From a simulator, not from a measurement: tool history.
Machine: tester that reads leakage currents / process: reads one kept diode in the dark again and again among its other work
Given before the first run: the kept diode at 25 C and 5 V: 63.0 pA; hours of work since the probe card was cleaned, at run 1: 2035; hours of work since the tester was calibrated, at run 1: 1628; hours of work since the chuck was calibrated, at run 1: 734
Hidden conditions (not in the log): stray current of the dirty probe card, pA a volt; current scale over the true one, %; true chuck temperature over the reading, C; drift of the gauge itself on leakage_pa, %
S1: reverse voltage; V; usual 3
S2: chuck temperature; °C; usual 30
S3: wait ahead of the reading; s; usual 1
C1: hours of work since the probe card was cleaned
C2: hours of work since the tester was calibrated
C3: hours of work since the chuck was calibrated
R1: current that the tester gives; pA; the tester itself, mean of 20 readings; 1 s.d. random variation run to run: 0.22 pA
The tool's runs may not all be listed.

Run 1, day 0: usual settings; C1 2035; C2 1628; C3 734. Result: R1 70.93 pA.
Run 2, day 2.862: usual settings but S1 15.59 V; C1 2063; C2 1656; C3 762. Result: R1 165.15 pA.
Run 3, day 7.8: usual settings but S1 15.59 V; C1 2112; C2 1705; C3 810. Result: R1 165.08 pA.
Run 4, day 12.721: usual settings but S1 15.59 V; C1 2160; C2 1753; C3 859. Result: R1 164.79 pA.
Run 5, day 15.808: usual settings but S1 15.59 V; C1 2191; C2 1784; C3 889. Result: R1 163.9 pA.
Run 6, day 19.529: usual settings but S3 5.13 s; C1 2227; C2 1820; C3 926. Result: R1 70.4 pA.
Run 7, day 24.596: usual settings but S3 5.13 s; C1 2277; C2 1870; C3 976. Result: R1 69.96 pA.
Run 8, day 26.662: usual settings; C1 2298; C2 1891; C3 996. Result: R1 69.81 pA.
At day 26.988: tester calibrated.
Run 9, day 30.821: usual settings; C1 2338; C2 38; C3 1036. Result: R1 70.24 pA.
Run 10, day 34.325: usual settings; C1 2372; C2 72; C3 1071. Result: R1 69.84 pA.
Run 11, day 37.004: usual settings; C1 2399; C2 99; C3 1097. Result: R1 70.54 pA.
Run 12, day 40.767: usual settings but S2 23 °C; C1 2436; C2 136; C3 1134. Result: R1 40.94 pA.
Run 13, day 44.804: usual settings but S2 23 °C; C1 2475; C2 175; C3 1174. Result: R1 40.78 pA.
Run 14, day 47.588: usual settings but S1 2.5 V, S2 23 °C, S3 1.06 s; C1 2503; C2 203; C3 1201. Result: R1 37.06 pA.
At day 51.517: tester calibrated, once more.
Run 15, day 51.754: usual settings but S1 5.03 V, S3 1.93 s; C1 2543; C2 2; C3 1241. Result: R1 89.45 pA.
Run 16, day 54.754: usual settings but S1 5.03 V, S3 1.93 s; C1 2572; C2 32; C3 1271. Result: R1 89.37 pA.
Run 17, day 59.242: usual settings but S1 1.16 V, S2 33 °C, S3 6.96 s; C1 2616; C2 76; C3 1315. Result: R1 53.06 pA.
Run 18, day 62.362: usual settings but S1 2.31 V, S3 0.4 s; C1 2647; C2 107; C3 1346. Result: R1 59.95 pA.
Run 19, day 67.521: usual settings but S2 28 °C, S3 7.52 s; C1 2698; C2 157; C3 1396. Result: R1 58.52 pA.
Run 20, day 70.429: usual settings but S3 2.18 s; C1 2727; C2 186; C3 1425. Result: R1 68.32 pA.
Run 21, day 74.338: usual settings but S3 2.18 s; C1 2765; C2 224; C3 1463. Result: R1 68.22 pA.

Alternative continuations, all from the tool just after run 21; predict every row:
Run A, day 76.588: usual settings but S1 10.07 V, S3 2.18 s; C1 2787; C2 247; C3 1485. Result: R1 ?.
Run B, day 76.588: usual settings but S1 17.29 V, S2 39 °C, S3 2.82 s; C1 2787; C2 247; C3 1485. Result: R1 ?.
Run C, day 76.588: usual settings but S1 19.57 V, S2 54 °C, S3 3.04 s; C1 2787; C2 247; C3 1485. Result: R1 ?.
Run D, day 76.588: usual settings but S1 7.82 V, S2 34 °C, S3 1.23 s; C1 2787; C2 247; C3 1485. Result: R1 ?.

run      R1
  A  126.98
  B   322.3
  C  952.31
  D  149.29
With the hidden condition removed and each run's random variation left untouched, the same runs would have given:
run       R1
  A   132.58
  B   339.53
  C  1013.61
  D   157.79
